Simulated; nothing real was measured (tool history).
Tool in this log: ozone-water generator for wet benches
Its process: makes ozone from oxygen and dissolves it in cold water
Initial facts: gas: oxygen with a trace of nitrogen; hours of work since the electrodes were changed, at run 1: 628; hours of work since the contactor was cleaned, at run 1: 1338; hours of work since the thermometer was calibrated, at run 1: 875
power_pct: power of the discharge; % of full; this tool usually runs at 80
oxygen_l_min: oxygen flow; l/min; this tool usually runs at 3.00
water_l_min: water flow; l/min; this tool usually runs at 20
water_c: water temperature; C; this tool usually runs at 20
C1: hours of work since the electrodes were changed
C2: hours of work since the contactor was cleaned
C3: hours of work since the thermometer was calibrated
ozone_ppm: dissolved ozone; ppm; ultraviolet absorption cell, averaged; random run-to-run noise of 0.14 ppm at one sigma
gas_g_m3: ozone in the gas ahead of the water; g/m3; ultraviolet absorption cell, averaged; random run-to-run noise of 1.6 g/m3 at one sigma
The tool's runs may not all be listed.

{"run": 1, "hour": 0.0, "power_pct": 80, "oxygen_l_min": 3.0, "water_l_min": 20, "water_c": 20, "C1": 628, "C2": 1338, "C3": 875, "ozone_ppm": 16.1, "gas_g_m3": 290.8}
{"run": 2, "hour": 42.6, "power_pct": 80, "oxygen_l_min": 3.0, "water_l_min": 20, "water_c": 20, "C1": 656, "C2": 1366, "C3": 904, "ozone_ppm": 15.7, "gas_g_m3": 291.6}
{"run": 3, "hour": 110.7, "power_pct": 80, "oxygen_l_min": 3.0, "water_l_min": 24, "water_c": 20, "C1": 701, "C2": 1411, "C3": 948, "ozone_ppm": 13.0, "gas_g_m3": 285.0}
{"run": 4, "hour": 176.1, "power_pct": 49, "oxygen_l_min": 3.0, "water_l_min": 20, "water_c": 20, "C1": 744, "C2": 1454, "C3": 992, "ozone_ppm": 11.8, "gas_g_m3": 219.3}
{"run": 5, "hour": 248.6, "power_pct": 49, "oxygen_l_min": 3.0, "water_l_min": 20, "water_c": 20, "C1": 792, "C2": 1502, "C3": 1039, "ozone_ppm": 11.9, "gas_g_m3": 219.1}
{"run": 6, "hour": 334.2, "power_pct": 49, "oxygen_l_min": 3.0, "water_l_min": 20, "water_c": 20, "C1": 848, "C2": 1559, "C3": 1096, "ozone_ppm": 11.9, "gas_g_m3": 216.0}
{"run": 7, "hour": 379.7, "power_pct": 49, "oxygen_l_min": 3.0, "water_l_min": 20, "water_c": 20, "C1": 878, "C2": 1589, "C3": 1126, "ozone_ppm": 11.8, "gas_g_m3": 218.5}
{"run": 8, "hour": 433.0, "power_pct": 49, "oxygen_l_min": 3.0, "water_l_min": 20, "water_c": 20, "C1": 913, "C2": 1624, "C3": 1161, "ozone_ppm": 12.2, "gas_g_m3": 217.3}
{"run": 9, "hour": 477.2, "power_pct": 49, "oxygen_l_min": 3.0, "water_l_min": 20, "water_c": 20, "C1": 942, "C2": 1653, "C3": 1190, "ozone_ppm": 11.8, "gas_g_m3": 219.0}
{"run": 10, "hour": 520.9, "power_pct": 51, "oxygen_l_min": 3.0, "water_l_min": 20, "water_c": 20, "C1": 971, "C2": 1682, "C3": 1219, "ozone_ppm": 12.1, "gas_g_m3": 223.1}
{"run": 11, "hour": 599.1, "power_pct": 61, "oxygen_l_min": 2.79, "water_l_min": 13, "water_c": 16, "C1": 1023, "C2": 1733, "C3": 1271, "ozone_ppm": 21.6, "gas_g_m3": 256.5}
{"run": 12, "hour": 649.6, "power_pct": 44, "oxygen_l_min": 3.83, "water_l_min": 13, "water_c": 16, "C1": 1056, "C2": 1767, "C3": 1304, "ozone_ppm": 18.2, "gas_g_m3": 177.8}
{"run": 13, "hour": 696.0, "power_pct": 80, "oxygen_l_min": 3.0, "water_l_min": 20, "water_c": 20, "C1": 1087, "C2": 1797, "C3": 1334, "ozone_ppm": 15.4, "gas_g_m3": 283.5}
{"run": 14, "hour": 771.0, "power_pct": 65, "oxygen_l_min": 3.29, "water_l_min": 13, "water_c": 21, "C1": 1136, "C2": 1847, "C3": 1384, "ozone_ppm": 20.7, "gas_g_m3": 238.6}
{"run": 15, "hour": 848.4, "power_pct": 59, "oxygen_l_min": 2.63, "water_l_min": 20, "water_c": 16, "C1": 1187, "C2": 1898, "C3": 1435, "ozone_ppm": 13.5, "gas_g_m3": 258.8}
{"run": 16, "hour": 913.7, "power_pct": 81, "oxygen_l_min": 3.0, "water_l_min": 20, "water_c": 20, "C1": 1230, "C2": 1941, "C3": 1478, "ozone_ppm": 15.5, "gas_g_m3": 285.9}

Selected run-to-run steps in ozone_ppm, each split into two signed amounts: the part the tool would show with no hidden state at all (from settings, incoming material and random variation), and the remainder, which goes to the hidden state together with any gauge scatter not common to the measured and the hidden-state-free results:
Unlogged tool condition in this case: yield of the discharge, % of new electrodes'; contactor's efficiency, % of a clean one's; true water temperature over the reading, C; drift of the gauge itself on ozone_ppm, %; drift of the gauge itself on gas_g_m3, %.
Run 10 -> 11: power_pct 51 -> 61, oxygen_l_min 3.00 -> 2.79, water_l_min 20 -> 13, water_c 20 -> 16. ozone_ppm +9.5 ppm: hidden state -0.6, all else +10.1.
